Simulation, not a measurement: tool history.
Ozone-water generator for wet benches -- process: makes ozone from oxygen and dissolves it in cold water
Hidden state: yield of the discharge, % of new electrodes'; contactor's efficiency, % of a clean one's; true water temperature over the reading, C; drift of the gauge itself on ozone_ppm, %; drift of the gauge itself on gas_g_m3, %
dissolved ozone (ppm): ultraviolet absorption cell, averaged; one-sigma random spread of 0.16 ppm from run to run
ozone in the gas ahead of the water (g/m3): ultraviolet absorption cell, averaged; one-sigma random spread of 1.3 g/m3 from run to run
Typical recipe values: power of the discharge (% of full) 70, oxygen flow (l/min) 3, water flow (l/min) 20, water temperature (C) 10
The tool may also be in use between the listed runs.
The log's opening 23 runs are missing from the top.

| run | hour | power of the discharge (% of full) | oxygen flow (l/min) | water flow (l/min) | water temperature (C) | hours of work since the electrodes were changed | hours of work since the contactor was cleaned | hours of work since the thermometer was calibrated | dissolved ozone (ppm) | ozone in the gas ahead of the water (g/m3) |
|---|---|---|---|---|---|---|---|---|---|---|
| 24 | 1175.2 | 52 | 3 | 21 | 11 | 1687 | 1553 | 390 | 15.4 | 188.3 |
| 25 | 1207.5 | 70 | 4.75 | 20 | 10 | 1707 | 1573 | 410 | 22.5 | 189.2 |
| 26 | 1242.4 | 46 | 4.75 | 20 | 11 | 1729 | 1595 | 432 | 16.6 | 139.5 |
| 27 | 1301.4 | 46 | 4.75 | 20 | 11 | 1767 | 1632 | 469 | 16.5 | 138.9 |
| 28 | 1344.9 | 98 | 3 | 20 | 7 | 1794 | 1660 | 497 | 26.9 | 296.7 |
| 29 | 1376.7 | 98 | 3 | 20 | 7 | 1814 | 1680 | 517 | 26.9 | 299.3 |
| 30 | 1423.3 | 98 | 3 | 20 | 7 | 1844 | 1709 | 546 | 26.8 | 297.2 |
| 31 | 1476 | 84 | 5.11 | 20 | 10 | 1877 | 1742 | 579 | 26.3 | 208.3 |
| 32 | 1517.3 | 84 | 3.74 | 13 | 6 | 1903 | 1768 | 606 | 37.5 | 242.1 |

5 options for the next run, each taken on its own from the tool as it stands now. Forecast them:
| A | 1586.3 | 70 | 1.83 | 20 | 10 | 1946 | 1812 | 649 | ? | ? |
| B | 1586.3 | 59 | 3.95 | 20 | 6 | 1946 | 1812 | 649 | ? | ? |
| C | 1586.3 | 70 | 3.85 | 23 | 13 | 1946 | 1812 | 649 | ? | ? |
| D | 1586.3 | 84 | 2.77 | 13 | 10 | 1946 | 1812 | 649 | ? | ? |
| E | 1586.3 | 84 | 2.42 | 30 | 6 | 1946 | 1812 | 649 | ? | ? |

| run | dissolved ozone (ppm) | ozone in the gas ahead of the water (g/m3) |
|---|---|---|
| A | 17.5 | 296.8 |
| B | 20.1 | 182.2 |
| C | 18.8 | 210.9 |
| D | 33.5 | 276.2 |
| E | 14.6 | 296.3 |
What these runs would have given with no unlogged condition in the tool:
| run | dissolved ozone (ppm) | ozone in the gas ahead of the water (g/m3) |
|---|---|---|
| A | 17.6 | 290.5 |
| B | 20.1 | 178.4 |
| C | 18.8 | 206.4 |
| D | 33.5 | 270.4 |
| E | 14.6 | 290 |
